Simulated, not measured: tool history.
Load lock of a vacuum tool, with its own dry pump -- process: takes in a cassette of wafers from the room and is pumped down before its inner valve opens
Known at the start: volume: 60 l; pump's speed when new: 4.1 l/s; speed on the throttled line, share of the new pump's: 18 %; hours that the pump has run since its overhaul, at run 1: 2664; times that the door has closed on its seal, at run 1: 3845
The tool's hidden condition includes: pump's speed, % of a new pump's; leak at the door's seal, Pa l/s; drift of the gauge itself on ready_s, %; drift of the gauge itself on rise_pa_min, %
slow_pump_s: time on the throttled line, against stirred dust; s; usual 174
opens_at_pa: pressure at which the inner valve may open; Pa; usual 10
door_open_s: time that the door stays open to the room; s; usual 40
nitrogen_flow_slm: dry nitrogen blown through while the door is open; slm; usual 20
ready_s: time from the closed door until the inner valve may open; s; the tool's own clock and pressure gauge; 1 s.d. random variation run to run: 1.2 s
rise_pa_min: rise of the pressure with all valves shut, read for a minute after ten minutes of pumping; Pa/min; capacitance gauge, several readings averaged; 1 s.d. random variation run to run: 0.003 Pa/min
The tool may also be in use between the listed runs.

run    hour  slow_pump_s  opens_at_pa  door_open_s  nitrogen_flow_slm  hours that the pump has run since its overhaul  times that the door has closed on its seal  incoming humidity of the room's air, %  ready_s  rise_pa_min
  1       0          174           10           40                 20                                            2664                                        3845                                    44.1    278.7        0.024
  2    47.6          215           10           40                 20                                            2712                                        4017                                    46.1    313.2        0.022
  3    95.5          215           10           40                 20                                            2760                                        4189                                    46.5      307        0.024
  4   160.1          215           10           40                 20                                            2824                                        4422                                      47    313.7        0.021
  5   209.8          215           10           40                 20                                            2874                                        4601                                    46.8    311.9        0.021
  6   258.3          174           10           33                 20                                            2923                                        4776                                    44.4    277.3        0.021
  7   339.5          174           10           33                 20                                            3004                                        5069                                    47.1    275.9         0.01
  8   391.3          174           10           40                 20                                            3056                                        5256                                      47    277.9        0.021
  9   441.7          174           10           40                 20                                            3106                                        5437                                    44.3    276.8        0.018
 10   501.2          174           15           40                 20                                            3165                                        5651                                    42.8    270.4        0.019
 11   557.9          174           15           40                 20                                            3222                                        5856                                    48.6    270.6        0.025
 12   629.1          174           15           40                 20                                            3293                                        6112                                    43.9    271.4        0.023
 13   717.8          174           11           40                 20                                            3382                                        6432                                    43.8    274.5        0.021
 14     800          174           11           40                 20                                            3464                                        6728                                    42.7    275.3         0.02
 15   848.8          174           11           40                 20                                            3513                                        6904                                    42.6    273.5        0.017
 16   914.8          174           11           40                 20                                            3579                                        7142                                    46.5    276.8         0.02
 17   995.5          174           14           40                 18                                            3660                                        7433                                    45.6    271.7        0.028
 18  1056.2          174           14           40                 18                                            3721                                        7652                                    48.2    271.1        0.026
 19  1121.7          126           10           87                 20                                            3786                                        7888                                    45.7      240        0.031
 20  1192.3          126           10           87                 16                                            3857                                        8142                                    43.4    235.1        0.033
 21  1249.8          178           10          106                 15                                            3914                                        8350                                    44.1    279.3        0.038
 22  1286.5          208           13           39                 40                                            3951                                        8482                                    41.7    299.5        0.011
 23  1364.5          208            9           39                 40                                            4029                                        8763                                    42.1    304.2        0.016
 24  1441.6          198           14           39                  9                                            4106                                        9041                                    41.6    291.2         0.03
 25  1525.9          113           10           98                 11                                            4190                                        9344                                      47    227.9        0.047
 26    1597          119            8           37                 20                                            4261                                        9601                                    41.6    234.3        0.017
 27  1668.7          119            8           37                 20                                            4333                                        9859                                    47.8    234.5        0.019
 28    1738          174           10          156                 20                                            4402                                       10109                                    48.7    276.6        0.041
 29  1814.4          174           10          156                 20                                            4479                                       10384                                    46.2    277.6        0.038

Branching from run 29: 3 alternative next runs. What would each branch give?
  A  1903.3          179           10           40                 20                                            4568                                       10705                                    48.3        ?            ?
  B  1903.3          174           10          131                 20                                            4568                                       10705                                    47.2        ?            ?
  C  1903.3          174           10          144                 20                                            4568                                       10705                                    46.6        ?            ?

run  ready_s  rise_pa_min
  A    280.8        0.024
  B    274.2        0.038
  C    275.8         0.04
Without the tool's hidden state the same runs would have given:
run  ready_s  rise_pa_min
  A    280.8        0.023
  B    274.1        0.038
  C    275.8         0.04
